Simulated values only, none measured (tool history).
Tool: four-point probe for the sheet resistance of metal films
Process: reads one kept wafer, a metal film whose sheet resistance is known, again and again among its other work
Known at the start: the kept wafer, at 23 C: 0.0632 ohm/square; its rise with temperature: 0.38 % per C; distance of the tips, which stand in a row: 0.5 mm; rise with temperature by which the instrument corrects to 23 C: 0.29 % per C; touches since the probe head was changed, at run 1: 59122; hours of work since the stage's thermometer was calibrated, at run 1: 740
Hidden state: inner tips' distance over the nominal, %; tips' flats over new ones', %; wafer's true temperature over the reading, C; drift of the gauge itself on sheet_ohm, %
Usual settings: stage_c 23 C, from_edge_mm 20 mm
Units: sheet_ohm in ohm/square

run	hour	stage_c	from_edge_mm	touches since the probe head was changed	hours of work since the stage's thermometer was calibrated	sheet_ohm
1	0.0	23	20	59122	740	0.062901
2	59.8	23	20	61709	773	0.062907
3	142.2	23	20	65269	817	0.062946
4	202.8	23	20	67889	850	0.062933
5	298.2	23	20	72016	902	0.062947
6	371.4	23	20	75177	941	0.062958
7	414.4	23	7	77037	965	0.063098
8	502.5	23	7	80849	1012	0.063108
9	558.4	23	20	83262	1043	0.062968
10	642.3	25	20	86891	1088	0.063056
11	724.1	19	20	90429	1132	0.062723
12	789.5	19	20	93255	1168	0.062740
13	852.5	19	20	95981	1202	0.062753
14	939.8	28	20	99754	1249	0.063278
15	1022.1	19	3	103310	1294	0.063662
16	1115.4	24	39	107345	1344	0.063067
17	1157.5	27	47	109164	1367	0.063235
18	1204.5	34	4	111196	1393	0.064191
19	1298.0	21	18	115240	1443	0.062909
20	1372.0	22	14	118441	1483	0.062981
21	1413.3	19	27	120223	1506	0.062787
22	1457.5	19	27	122137	1530	0.062796
23	1531.3	23	61	125327	1569	0.063036
24	1608.3	23	61	128655	1611	0.063047
25	1705.8	28	5	132872	1664	0.063668
26	1763.0	28	5	135342	1695	0.063695
27	1803.1	20	38	137078	1717	0.062886

4 ways to go on from here, each from the tool as it stands after run 27. What would each give?
A	1868.4	25	20	139901	1752	?
B	1868.4	27	5	139901	1752	?
C	1868.4	19	3	139901	1752	?
D	1868.4	32	56	139901	1752	?

run	sheet_ohm
A	0.063206
B	0.063627
C	0.063768
D	0.063589
Without the tool's hidden state the same runs would have given:
run	sheet_ohm
A	0.063336
B	0.063756
C	0.063900
D	0.063717
